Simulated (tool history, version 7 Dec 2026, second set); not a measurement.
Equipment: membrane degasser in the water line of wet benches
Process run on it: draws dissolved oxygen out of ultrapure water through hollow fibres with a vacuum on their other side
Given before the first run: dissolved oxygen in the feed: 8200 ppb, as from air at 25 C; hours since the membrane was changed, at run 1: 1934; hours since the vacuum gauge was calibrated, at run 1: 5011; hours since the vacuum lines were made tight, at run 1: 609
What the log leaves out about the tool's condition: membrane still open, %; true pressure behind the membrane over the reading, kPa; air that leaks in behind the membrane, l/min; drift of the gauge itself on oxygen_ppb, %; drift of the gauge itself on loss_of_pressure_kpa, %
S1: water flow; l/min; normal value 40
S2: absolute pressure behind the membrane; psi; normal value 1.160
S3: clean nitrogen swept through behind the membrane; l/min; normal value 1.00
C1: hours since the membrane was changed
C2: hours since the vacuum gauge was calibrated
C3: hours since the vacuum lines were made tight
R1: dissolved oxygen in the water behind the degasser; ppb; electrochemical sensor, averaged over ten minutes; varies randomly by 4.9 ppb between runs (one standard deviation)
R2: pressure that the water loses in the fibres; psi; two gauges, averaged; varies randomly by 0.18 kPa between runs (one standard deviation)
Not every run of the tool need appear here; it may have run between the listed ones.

run 1 hour=0.0 | S1=40 S2=1.160 S3=1.00 | C1=1934 C2=5011 C3=609 | R1=586.7 R2=4.933
run 2 hour=141.0 | S1=40 S2=1.301 S3=1.00 | C1=2075 C2=5152 C3=750 | R1=653.7 R2=4.923
run 3 hour=304.0 | S1=40 S2=1.160 S3=1.00 | C1=2238 C2=5315 C3=913 | R1=581.0 R2=4.933
run 4 hour=419.9 | S1=40 S2=1.160 S3=2.79 | C1=2354 C2=5431 C3=1029 | R1=377.9 R2=4.907
run 5 hour=529.9 | S1=24 S2=1.160 S3=2.79 | C1=2464 C2=5541 C3=1139 | R1=128.7 R2=2.920
run 6 hour=659.6 | S1=24 S2=1.160 S3=2.79 | C1=2593 C2=5671 C3=1268 | R1=129.7 R2=2.965
run 7 hour=792.8 | S1=24 S2=1.160 S3=1.32 | C1=2727 C2=5804 C3=1402 | R1=223.7 R2=2.921
run 8 hour=916.3 | S1=24 S2=1.160 S3=1.32 | C1=2850 C2=5927 C3=1525 | R1=227.1 R2=2.949
run 9 hour=1101.4 | S1=24 S2=1.160 S3=1.32 | C1=3035 C2=6113 C3=1710 | R1=221.9 R2=2.970
run 10 hour=1299.2 | S1=43 S2=1.160 S3=0.60 | C1=3233 C2=6310 C3=1908 | R1=827.6 R2=5.274
run 11 hour=1470.3 | S1=40 S2=1.555 S3=1.10 | C1=3404 C2=6481 C3=2079 | R1=735.7 R2=4.857
run 12 hour=1596.5 | S1=40 S2=1.555 S3=1.10 | C1=3530 C2=6608 C3=2205 | R1=733.5 R2=4.934
run 13 hour=1724.9 | S1=62 S2=1.884 S3=0.76 | C1=3659 C2=6736 C3=2334 | R1=1726.4 R2=7.542
run 14 hour=1811.1 | S1=48 S2=1.521 S3=2.09 | C1=3745 C2=6822 C3=2420 | R1=693.9 R2=5.835
run 15 hour=1950.4 | S1=61 S2=0.825 S3=0.90 | C1=3884 C2=6962 C3=2559 | R1=924.5 R2=7.400
run 16 hour=2099.8 | S1=61 S2=0.825 S3=0.90 | C1=4034 C2=7111 C3=2709 | R1=936.5 R2=7.413
run 17 hour=2255.0 | S1=61 S2=0.825 S3=0.90 | C1=4189 C2=7266 C3=2864 | R1=902.9 R2=7.398

Consider 5 possible next runs. They are alternatives, not a sequence: every one starts from the tool as it was left by run 17. What does each give?
run A hour=2453.4 | S1=40 S2=1.968 S3=1.92 | C1=4387 C2=7465 C3=3062 | R1=? R2=?
run B hour=2453.4 | S1=45 S2=1.536 S3=0.68 | C1=4387 C2=7465 C3=3062 | R1=? R2=?
run C hour=2453.4 | S1=40 S2=1.160 S3=0.56 | C1=4387 C2=7465 C3=3062 | R1=? R2=?
run D hour=2453.4 | S1=40 S2=1.128 S3=0.71 | C1=4387 C2=7465 C3=3062 | R1=? R2=?
run E hour=2453.4 | S1=32 S2=1.160 S3=0.49 | C1=4387 C2=7465 C3=3062 | R1=? R2=?

run=A R1=659.8 R2=4.867
run=B R1=1080.7 R2=5.510
run=C R1=757.8 R2=4.889
run=D R1=666.4 R2=4.859
run=E R1=629.4 R2=3.870
With no hidden state in the tool, these same runs would have given:
run=A R1=659.4 R2=4.934
run=B R1=1080.1 R2=5.584
run=C R1=757.3 R2=4.956
run=D R1=665.9 R2=4.924
run=E R1=629.0 R2=3.922
